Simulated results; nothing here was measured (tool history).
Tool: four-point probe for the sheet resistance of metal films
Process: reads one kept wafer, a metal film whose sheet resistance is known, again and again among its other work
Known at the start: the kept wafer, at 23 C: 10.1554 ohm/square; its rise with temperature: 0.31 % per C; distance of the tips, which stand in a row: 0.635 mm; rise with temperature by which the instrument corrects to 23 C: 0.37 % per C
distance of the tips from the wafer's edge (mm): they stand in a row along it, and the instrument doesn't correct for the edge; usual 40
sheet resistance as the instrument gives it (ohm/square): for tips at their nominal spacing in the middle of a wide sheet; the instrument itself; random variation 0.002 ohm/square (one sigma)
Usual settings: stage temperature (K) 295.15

run    hour  stage temperature (K)  distance of the tips from the wafer's edge (mm)  sheet resistance as the instrument gives it (ohm/square)
  1       0                 295.15                                               40                                                 10.210963
  2   124.8                 295.15                                               40                                                 10.218166
  3   251.8                 296.15                                               40                                                 10.212867
  4   319.5                 292.15                                               40                                                 10.242784
  5   421.7                 292.15                                               40                                                 10.237998
  6   529.5                 292.15                                               40                                                 10.235602
  7   619.6                 292.15                                               40                                                  10.24174
  8   737.4                 292.15                                               40                                                 10.240461
  9   796.1                 295.15                                               40                                                  10.21646
 10   883.2                 295.15                                               12                                                 10.237286
 11     981                 295.15                                               40                                                 10.221832
 12  1056.2                 295.15                                               40                                                   10.2245
 13  1151.1                 295.15                                               40                                                 10.227013
 14    1241                 295.15                                               40                                                 10.225561
 15  1330.4                 295.15                                               40                                                 10.225924
 16  1425.4                 295.15                                               40                                                 10.226192
 17  1494.2                 295.15                                               40                                                 10.227398
 18  1586.2                 295.15                                               40                                                 10.230948
 19  1664.5                 293.15                                               40                                                 10.239231
 20  1797.1                 296.15                                               40                                                 10.219586
 21  1879.9                 291.15                                               17                                                 10.260518
 22  2002.1                 294.15                                               27                                                 10.239275
 23  2124.8                 294.15                                               12                                                 10.253211
 24    2197                 301.15                                               36                                                 10.190948
 25  2293.6                 301.15                                               36                                                 10.190293
 26  2366.2                 301.15                                               36                                                 10.184288
 27  2423.9                 302.15                                                8                                                 10.221466
 28  2489.2                 300.15                                                8                                                 10.231108
 29  2558.3                 296.15                                               35                                                 10.227303
     2669.1  -- stage's thermometer calibrated
 30  2677.4                 296.15                                               35                                                 10.217555
 31  2763.6                 296.15                                               45                                                 10.217521
 32  2882.2                 306.15                                               45                                                 10.153726
 33  2946.3                 298.15                                               60                                                 10.205168
 34  3027.2                 295.15                                                6                                                 10.285816
 35    3120                 295.15                                                6                                                 10.286787
 36  3237.4                 295.15                                                6                                                 10.289916
 37  3350.5                 295.15                                                6                                                 10.283691
 38  3450.9                 302.15                                               61                                                  10.18202
 39  3553.8                 302.15                                               61                                                 10.181863

Forecast each of these 4 alternatives for the next run:
  A  3621.8                 307.15                                               61                                                         ?
  B  3621.8                 296.15                                               11                                                         ?
  C  3621.8                 295.15                                               50                                                         ?
  D  3621.8                 298.15                                               29                                                         ?

run  sheet resistance as the instrument gives it (ohm/square)
  A                                                 10.151372
  B                                                 10.239099
  C                                                 10.228019
  D                                                 10.211537
Without the tool's hidden state the same runs would have given:
run  sheet resistance as the instrument gives it (ohm/square)
  A                                                 10.084753
  B                                                 10.171816
  C                                                 10.160791
  D                                                 10.144445

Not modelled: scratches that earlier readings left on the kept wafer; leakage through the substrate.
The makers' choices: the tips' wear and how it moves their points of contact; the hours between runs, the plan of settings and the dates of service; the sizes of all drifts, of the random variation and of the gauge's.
